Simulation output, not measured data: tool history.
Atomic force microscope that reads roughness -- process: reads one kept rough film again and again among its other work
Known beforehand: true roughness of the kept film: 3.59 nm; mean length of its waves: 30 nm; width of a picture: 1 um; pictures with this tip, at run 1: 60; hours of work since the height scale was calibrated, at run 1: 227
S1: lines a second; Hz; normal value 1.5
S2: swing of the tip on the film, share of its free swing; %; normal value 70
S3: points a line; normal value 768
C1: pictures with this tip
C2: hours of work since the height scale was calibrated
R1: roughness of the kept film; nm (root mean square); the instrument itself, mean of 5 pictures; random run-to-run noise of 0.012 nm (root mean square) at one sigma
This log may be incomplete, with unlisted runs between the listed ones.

run	hour	S1	S2	S3	C1	C2	R1
1	0	1.5	70	768	60	227	2.166
# hour 7.3: new tip fitted
2	7.9	1.5	70	768	1	232	2.842
3	16.7	1.5	70	768	14	238	2.654
4	24.5	1.5	70	768	27	243	2.454
5	31.1	1.5	70	768	37	247	2.378
6	37.2	1.5	70	768	47	251	2.253
7	43.8	3.82	70	768	57	256	1.939
# hour 53.2: new tip fitted
8	54.5	3.82	70	768	2	262	2.595
9	62.3	3.82	70	768	15	267	2.4
# hour 64: height scale calibrated on a step standard
10	73.4	3.82	70	768	31	6	2.188
11	77.9	1.5	83	768	38	9	2.221
12	82.3	1.5	83	768	45	12	2.149
13	87.5	1.5	83	768	53	15	2.077
14	93.7	1.5	70	768	63	20	2.096
# hour 99.1: new tip fitted
15	100.9	1.5	70	768	3	24	2.837
16	107.3	1.24	57	692	13	28	2.785
17	117.9	3.64	65	692	29	35	2.319
# hour 125.3: height scale calibrated on a step standard, once more
18	128	3.33	86	692	44	2	1.803
19	132.9	3.33	78	376	52	5	1.882
20	140.4	1.16	78	377	63	10	2.046
# hour 145.6: new tip fitted
21	148.3	1.16	78	377	4	15	2.741
22	156.5	1.16	78	377	17	20	2.557
23	166.3	0.88	70	284	33	27	2.433
24	174	1.84	57	768	45	32	2.338
25	183	3.34	74	640	59	38	1.93
26	187.9	3.34	74	640	67	41	1.865
# hour 191.2: new tip fitted
27	195.3	1.72	57	263	7	46	2.792
28	205.1	3.56	56	450	22	52	2.55
29	210.6	3.56	56	450	31	56	2.428
30	219.8	1.5	70	901	45	62	2.267

Consider 3 possible next runs. They are alternatives, not a sequence: every one starts from the tool as it was left by run 30. What does each give?
A	229.8	1.7	70	768	61	68	?
B	229.8	1.5	77	768	61	68	?
C	229.8	2.34	70	670	61	68	?

run	R1
A	2.097
B	2.052
C	2.026
What these runs would have given with no unlogged condition in the tool:
run	R1
A	2.874
B	2.81
C	2.777
